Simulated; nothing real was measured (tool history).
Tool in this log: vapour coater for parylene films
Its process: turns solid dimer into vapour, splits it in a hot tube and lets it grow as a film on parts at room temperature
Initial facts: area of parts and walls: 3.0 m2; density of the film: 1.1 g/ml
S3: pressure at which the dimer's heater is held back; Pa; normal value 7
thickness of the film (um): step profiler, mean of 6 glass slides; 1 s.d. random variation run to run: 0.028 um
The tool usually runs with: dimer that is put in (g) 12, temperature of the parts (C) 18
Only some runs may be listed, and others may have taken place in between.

run 1 hour=0 | dimer_that_is_put_in_(g)=12 temperature_of_the_parts_(C)=18 S3=7 | thickness_of_the_film_(um)=2.35
run 2 hour=8 | dimer_that_is_put_in_(g)=12 temperature_of_the_parts_(C)=18 S3=7 | thickness_of_the_film_(um)=2.35
run 3 hour=24.8 | dimer_that_is_put_in_(g)=12 temperature_of_the_parts_(C)=18 S3=7 | thickness_of_the_film_(um)=2.33
run 4 hour=35.9 | dimer_that_is_put_in_(g)=12 temperature_of_the_parts_(C)=18 S3=7 | thickness_of_the_film_(um)=2.34
run 5 hour=51.4 | dimer_that_is_put_in_(g)=12 temperature_of_the_parts_(C)=18 S3=7 | thickness_of_the_film_(um)=2.28
run 6 hour=65.7 | dimer_that_is_put_in_(g)=12 temperature_of_the_parts_(C)=18 S3=7 | thickness_of_the_film_(um)=2.3
run 7 hour=78.4 | dimer_that_is_put_in_(g)=12 temperature_of_the_parts_(C)=12 S3=7 | thickness_of_the_film_(um)=2.92
run 8 hour=87.2 | dimer_that_is_put_in_(g)=12 temperature_of_the_parts_(C)=12 S3=7 | thickness_of_the_film_(um)=2.89
run 9 hour=95.6 | dimer_that_is_put_in_(g)=12 temperature_of_the_parts_(C)=18 S3=7 | thickness_of_the_film_(um)=2.25
run 10 hour=113.3 | dimer_that_is_put_in_(g)=12 temperature_of_the_parts_(C)=18 S3=7 | thickness_of_the_film_(um)=2.26
run 11 hour=132.4 | dimer_that_is_put_in_(g)=12 temperature_of_the_parts_(C)=17 S3=7 | thickness_of_the_film_(um)=2.36
run 12 hour=143.7 | dimer_that_is_put_in_(g)=12 temperature_of_the_parts_(C)=17 S3=7 | thickness_of_the_film_(um)=2.37
run 13 hour=152 | dimer_that_is_put_in_(g)=12 temperature_of_the_parts_(C)=17 S3=7 | thickness_of_the_film_(um)=2.37
run 14 hour=167.2 | dimer_that_is_put_in_(g)=15 temperature_of_the_parts_(C)=18 S3=7 | thickness_of_the_film_(um)=2.82
run 15 hour=176.4 | dimer_that_is_put_in_(g)=12 temperature_of_the_parts_(C)=16 S3=7 | thickness_of_the_film_(um)=2.37
run 16 hour=186.9 | dimer_that_is_put_in_(g)=12 temperature_of_the_parts_(C)=16 S3=7 | thickness_of_the_film_(um)=2.45
run 17 hour=200.8 | dimer_that_is_put_in_(g)=12 temperature_of_the_parts_(C)=24 S3=7 | thickness_of_the_film_(um)=1.78
run 18 hour=211.4 | dimer_that_is_put_in_(g)=12 temperature_of_the_parts_(C)=18 S3=7 | thickness_of_the_film_(um)=2.19
run 19 hour=222.4 | dimer_that_is_put_in_(g)=12 temperature_of_the_parts_(C)=18 S3=7 | thickness_of_the_film_(um)=2.21
run 20 hour=240.6 | dimer_that_is_put_in_(g)=14 temperature_of_the_parts_(C)=18 S3=7 | thickness_of_the_film_(um)=2.59
run 21 hour=250.1 | dimer_that_is_put_in_(g)=14 temperature_of_the_parts_(C)=18 S3=7 | thickness_of_the_film_(um)=2.58
run 22 hour=263 | dimer_that_is_put_in_(g)=14 temperature_of_the_parts_(C)=16 S3=7 | thickness_of_the_film_(um)=2.76
run 23 hour=276.7 | dimer_that_is_put_in_(g)=6 temperature_of_the_parts_(C)=18 S3=7 | thickness_of_the_film_(um)=1.11
run 24 hour=289.5 | dimer_that_is_put_in_(g)=12 temperature_of_the_parts_(C)=14 S3=11.77 | thickness_of_the_film_(um)=2.41
run 25 hour=305.3 | dimer_that_is_put_in_(g)=12 temperature_of_the_parts_(C)=14 S3=11.77 | thickness_of_the_film_(um)=2.43
run 26 hour=316.2 | dimer_that_is_put_in_(g)=14 temperature_of_the_parts_(C)=15 S3=8.54 | thickness_of_the_film_(um)=2.82
-- hour=334.5 trap's valve overhauled
run 27 hour=339.1 | dimer_that_is_put_in_(g)=14 temperature_of_the_parts_(C)=15 S3=8.54 | thickness_of_the_film_(um)=3.22
run 28 hour=347.1 | dimer_that_is_put_in_(g)=14 temperature_of_the_parts_(C)=15 S3=8.54 | thickness_of_the_film_(um)=3.18
run 29 hour=357.8 | dimer_that_is_put_in_(g)=14 temperature_of_the_parts_(C)=19 S3=8.54 | thickness_of_the_film_(um)=2.76
run 30 hour=370.2 | dimer_that_is_put_in_(g)=12 temperature_of_the_parts_(C)=22 S3=2.85 | thickness_of_the_film_(um)=2.38
run 31 hour=382.2 | dimer_that_is_put_in_(g)=9 temperature_of_the_parts_(C)=19 S3=4.02 | thickness_of_the_film_(um)=1.92
run 32 hour=390.4 | dimer_that_is_put_in_(g)=9 temperature_of_the_parts_(C)=19 S3=4.02 | thickness_of_the_film_(um)=1.9
run 33 hour=401.7 | dimer_that_is_put_in_(g)=11 temperature_of_the_parts_(C)=20 S3=9.88 | thickness_of_the_film_(um)=2.01
run 34 hour=413.7 | dimer_that_is_put_in_(g)=5 temperature_of_the_parts_(C)=26 S3=2.71 | thickness_of_the_film_(um)=0.83
run 35 hour=429.9 | dimer_that_is_put_in_(g)=5 temperature_of_the_parts_(C)=19 S3=7.27 | thickness_of_the_film_(um)=1.01
run 36 hour=442.5 | dimer_that_is_put_in_(g)=5 temperature_of_the_parts_(C)=19 S3=7.27 | thickness_of_the_film_(um)=0.98
run 37 hour=457.4 | dimer_that_is_put_in_(g)=20 temperature_of_the_parts_(C)=19 S3=2.63 | thickness_of_the_film_(um)=4.33
run 38 hour=468.6 | dimer_that_is_put_in_(g)=20 temperature_of_the_parts_(C)=21 S3=4.02 | thickness_of_the_film_(um)=3.86
run 39 hour=486.1 | dimer_that_is_put_in_(g)=13 temperature_of_the_parts_(C)=13 S3=7 | thickness_of_the_film_(um)=3.16
run 40 hour=494.4 | dimer_that_is_put_in_(g)=17 temperature_of_the_parts_(C)=18 S3=7 | thickness_of_the_film_(um)=3.39
run 41 hour=510.2 | dimer_that_is_put_in_(g)=17 temperature_of_the_parts_(C)=18 S3=7 | thickness_of_the_film_(um)=3.42
run 42 hour=522.7 | dimer_that_is_put_in_(g)=17 temperature_of_the_parts_(C)=18 S3=7 | thickness_of_the_film_(um)=3.43
run 43 hour=531.2 | dimer_that_is_put_in_(g)=6 temperature_of_the_parts_(C)=29 S3=6.09 | thickness_of_the_film_(um)=0.81
run 44 hour=546.7 | dimer_that_is_put_in_(g)=6 temperature_of_the_parts_(C)=29 S3=6.09 | thickness_of_the_film_(um)=0.78
run 45 hour=554.7 | dimer_that_is_put_in_(g)=6 temperature_of_the_parts_(C)=29 S3=6.09 | thickness_of_the_film_(um)=0.76
run 46 hour=569.2 | dimer_that_is_put_in_(g)=6 temperature_of_the_parts_(C)=29 S3=6.09 | thickness_of_the_film_(um)=0.74

Pick out some run-to-run changes in thickness of the film (um). Of each, how much would a tool without hidden state show as well, from the settings, what came in and chance, and how much is left for the hidden state and any gauge scatter not in both results compared?
The tool's hidden condition here consists of: vapour lost through the trap's worn valve, %; true temperature of the parts over the reading, C; drift of the gauge itself on film_um, %.
Run 22 -> 23: dimer that is put in (g) 14 -> 6, temperature of the parts (C) 16 -> 18. thickness of the film (um) -1.65: hidden state +0.23, all else -1.88.
Run 23 -> 24: dimer that is put in (g) 6 -> 12, temperature of the parts (C) 18 -> 14, S3 7 -> 11.77. thickness of the film (um) +1.3: hidden state -0.19, all else +1.49.
Run 26 -> 27: trap's valve overhauled. thickness of the film (um) +0.4: hidden state +0.38, all else +0.02.
Run 36 -> 37: dimer that is put in (g) 5 -> 20, S3 7.27 -> 2.63. thickness of the film (um) +3.35: hidden state -0.12, all else +3.47.
Run 42 -> 43: dimer that is put in (g) 17 -> 6, temperature of the parts (C) 18 -> 29, S3 7 -> 6.09. thickness of the film (um) -2.62: hidden state +0.12, all else -2.74.
